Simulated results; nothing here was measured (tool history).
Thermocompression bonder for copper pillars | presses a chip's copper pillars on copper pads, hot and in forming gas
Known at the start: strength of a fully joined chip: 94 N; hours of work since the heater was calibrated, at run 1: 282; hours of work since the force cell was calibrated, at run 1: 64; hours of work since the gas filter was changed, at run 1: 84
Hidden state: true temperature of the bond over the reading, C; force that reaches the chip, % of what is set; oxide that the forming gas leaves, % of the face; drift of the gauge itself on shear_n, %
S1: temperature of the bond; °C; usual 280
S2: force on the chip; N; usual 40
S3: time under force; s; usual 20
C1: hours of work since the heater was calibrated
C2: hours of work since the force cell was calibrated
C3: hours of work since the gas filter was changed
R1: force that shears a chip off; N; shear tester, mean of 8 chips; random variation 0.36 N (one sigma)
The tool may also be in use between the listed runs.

run	hour	S1	S2	S3	C1	C2	C3	R1
1	0.0	280	40	20	282	64	84	63.6
2	20.6	280	40	20	291	73	93	64.5
3	37.7	280	40	20	299	81	101	63.1
4	57.0	280	40	55	308	90	110	78.8
5	74.5	280	60	20	316	98	118	79.9
6	87.6	306	40	20	322	104	124	75.7
7	116.7	306	40	20	335	117	137	75.8
8	135.7	257	40	20	344	126	146	51.6
9	153.6	257	40	20	352	134	154	51.4
10	169.2	280	30	20	359	141	161	51.5
11	195.0	280	30	20	371	153	173	51.7
12	208.8	280	40	20	377	159	179	63.6
13	223.0	280	45	20	384	166	186	68.9
14	236.2	280	40	16	390	172	192	59.6
15	253.1	261	27	12	397	179	199	30.6
16	276.4	280	27	55	408	190	210	64.4
17	308.8	280	27	20	423	205	225	46.7
18	327.1	280	27	20	431	213	233	47.4
19	350.4	280	36	55	442	224	244	75.3
20	367.2	280	36	55	450	232	252	75.6
21	390.9	263	35	19	460	243	262	47.9
22	420.8	282	32	20	474	256	276	55.0
23	440.4	278	55	20	483	265	285	76.2
24	459.9	278	55	20	492	274	294	75.4
25	491.2	254	38	41	506	288	308	60.0

5 ways to go on from here, each from the tool as it stands after run 25. What would each give?
A	515.2	256	45	41	517	299	319	?
B	515.2	254	28	40	517	299	319	?
C	515.2	288	43	20	517	299	319	?
D	515.2	275	56	22	517	299	319	?
E	515.2	254	59	20	517	299	319	?

run	R1
A	68.4
B	46.6
C	70.5
D	75.7
E	66.7
Without the tool's hidden state the same runs would have given:
run	R1
A	68.5
B	46.6
C	70.6
D	75.9
E	66.8
